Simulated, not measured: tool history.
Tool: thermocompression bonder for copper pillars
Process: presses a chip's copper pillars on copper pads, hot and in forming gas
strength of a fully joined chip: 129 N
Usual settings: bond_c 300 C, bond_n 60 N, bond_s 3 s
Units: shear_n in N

run	hour	bond_c	bond_n	bond_s	shear_n
1	0.0	300	60	3	53.7
2	23.3	300	60	3	53.2
3	37.9	300	60	3	52.6
4	70.5	300	60	3	52.8
5	103.1	287	60	3	44.0
6	120.1	287	48	3	37.3
7	143.7	287	48	3	36.8
8	163.1	300	60	5	61.2
9	196.4	289	60	5	54.0
10	223.9	300	60	4	56.2
11	251.2	300	60	4	55.3
12	267.6	311	60	4	61.7
13	282.8	330	38	8	70.9
14	308.7	277	50	8	46.9
15	331.3	282	52	2	28.8
16	350.5	272	58	9	50.5
17	371.5	327	60	3	64.5
18	398.5	280	60	6	48.1

Run 19 comes next. What will it give?
19	413.9	286	60	3	?

{"run 19": {"shear_n": 39.9}}
Without the tool's hidden state the same run would have given shear_n 48.0 N.
